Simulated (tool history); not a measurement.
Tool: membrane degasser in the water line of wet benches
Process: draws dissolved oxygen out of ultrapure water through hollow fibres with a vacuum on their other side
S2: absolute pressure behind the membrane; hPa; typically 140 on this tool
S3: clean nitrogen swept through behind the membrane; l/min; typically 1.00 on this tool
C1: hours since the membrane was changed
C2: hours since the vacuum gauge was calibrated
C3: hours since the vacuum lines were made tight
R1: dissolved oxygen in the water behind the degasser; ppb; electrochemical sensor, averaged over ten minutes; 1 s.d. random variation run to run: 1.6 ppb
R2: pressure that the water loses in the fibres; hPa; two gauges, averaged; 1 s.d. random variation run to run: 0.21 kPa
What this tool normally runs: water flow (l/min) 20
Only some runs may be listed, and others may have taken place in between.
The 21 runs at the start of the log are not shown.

run 22 hour=1564.4 | water_flow_(l/min)=20 S2=92 S3=0.67 | C1=3033 C2=2730 C3=3867 | R1=393.1 R2=479.5
run 23 hour=1648.1 | water_flow_(l/min)=14 S2=251 S3=0.56 | C1=3117 C2=2814 C3=3951 | R1=1076.5 R2=334.9
run 24 hour=1719.1 | water_flow_(l/min)=28 S2=251 S3=2.72 | C1=3188 C2=2885 C3=4022 | R1=580.1 R2=670.7
run 25 hour=1786.1 | water_flow_(l/min)=28 S2=251 S3=2.72 | C1=3255 C2=2952 C3=4089 | R1=577.1 R2=670.3
-- hour=1843.5 vacuum gauge calibrated
run 26 hour=1881.4 | water_flow_(l/min)=23 S2=251 S3=1.31 | C1=3349 C2=38 C3=4184 | R1=829.6 R2=552.5
run 27 hour=1937.9 | water_flow_(l/min)=23 S2=251 S3=1.31 | C1=3406 C2=94 C3=4240 | R1=827.1 R2=548.1
run 28 hour=2007.1 | water_flow_(l/min)=24 S2=140 S3=1.00 | C1=3475 C2=164 C3=4309 | R1=574.8 R2=575.1
run 29 hour=2095.1 | water_flow_(l/min)=24 S2=140 S3=1.00 | C1=3563 C2=252 C3=4398 | R1=576.9 R2=576.6
run 30 hour=2171.0 | water_flow_(l/min)=17 S2=322 S3=2.92 | C1=3639 C2=327 C3=4473 | R1=403.5 R2=410.8

What if the next run were any one of these 3? Each begins from the tool's condition after run 30:
run A hour=2246.1 | water_flow_(l/min)=30 S2=140 S3=1.00 | C1=3714 C2=403 C3=4548 | R1=? R2=?
run B hour=2246.1 | water_flow_(l/min)=16 S2=194 S3=1.13 | C1=3714 C2=403 C3=4548 | R1=? R2=?
run C hour=2246.1 | water_flow_(l/min)=20 S2=257 S3=0.56 | C1=3714 C2=403 C3=4548 | R1=? R2=?

run=A R1=731.7 R2=717.7
run=B R1=511.8 R2=386.5
run=C R1=1433.9 R2=478.9
Without the tool's unlogged condition, the same runs would have read:
run=A R1=720.4 R2=702.8
run=B R1=504.0 R2=378.6
run=C R1=1425.1 R2=469.0
